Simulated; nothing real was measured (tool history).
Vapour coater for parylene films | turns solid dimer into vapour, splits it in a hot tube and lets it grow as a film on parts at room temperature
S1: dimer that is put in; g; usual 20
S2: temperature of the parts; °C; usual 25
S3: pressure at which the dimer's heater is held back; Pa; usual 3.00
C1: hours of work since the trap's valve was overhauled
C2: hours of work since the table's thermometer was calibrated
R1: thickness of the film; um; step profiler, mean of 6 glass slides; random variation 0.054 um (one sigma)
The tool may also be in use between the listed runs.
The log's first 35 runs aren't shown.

Run 36, hour 2095.9: usual settings but S1 9 g, S2 20 °C, S3 3.85 Pa; C1 409; C2 919. Result: R1 4.25 um.
Run 37, hour 2135.7: usual settings but S1 9 g, S2 20 °C, S3 3.85 Pa; C1 442; C2 952. Result: R1 4.27 um.
At hour 2181.8: table's thermometer calibrated.
Run 38, hour 2183.9: usual settings but S1 10 g, S2 22 °C, S3 5.22 Pa; C1 481; C2 2. Result: R1 4.11 um.
Run 39, hour 2253.7: usual settings but S1 14 g, S2 27 °C; C1 539; C2 60. Result: R1 5.00 um.
Run 40, hour 2300.3: usual settings but S1 14 g, S2 27 °C; C1 578; C2 98. Result: R1 5.01 um.
At hour 2354.1: trap's valve overhauled.
Run 41, hour 2354.1: usual settings but S1 9 g, S3 3.34 Pa; C1 0; C2 139. Result: R1 3.47 um.
Run 42, hour 2434.7: usual settings but S1 36 g, S3 2.26 Pa; C1 67; C2 206. Result: R1 14.88 um.
Run 43, hour 2497.2: usual settings but S1 36 g, S3 2.26 Pa; C1 119; C2 258. Result: R1 14.68 um.
Run 44, hour 2550.6: usual settings but S1 36 g, S2 18 °C; C1 163; C2 302. Result: R1 19.60 um.
Run 45, hour 2626.6: usual settings but S1 19 g, S2 33 °C, S3 6.01 Pa; C1 226; C2 365. Result: R1 4.51 um.
Run 46, hour 2705.2: usual settings but S1 19 g, S2 33 °C, S3 6.01 Pa; C1 291; C2 431. Result: R1 4.47 um.

Forecast each of these 3 alternatives for the next run:
Run A, hour 2756.7: usual settings but S1 13 g, S2 19 °C, S3 2.61 Pa; C1 334; C2 473. Result: R1 ?.
Run B, hour 2756.7: usual settings but S1 24 g, S2 26 °C, S3 7.77 Pa; C1 334; C2 473. Result: R1 ?.
Run C, hour 2756.7: usual settings but S1 13 g, S2 26 °C, S3 6.01 Pa; C1 334; C2 473. Result: R1 ?.

run    R1
  A  6.96
  B  7.72
  C  4.27
Without the tool's hidden state the same runs would have given:
run    R1
  A  6.97
  B  7.73
  C  4.27
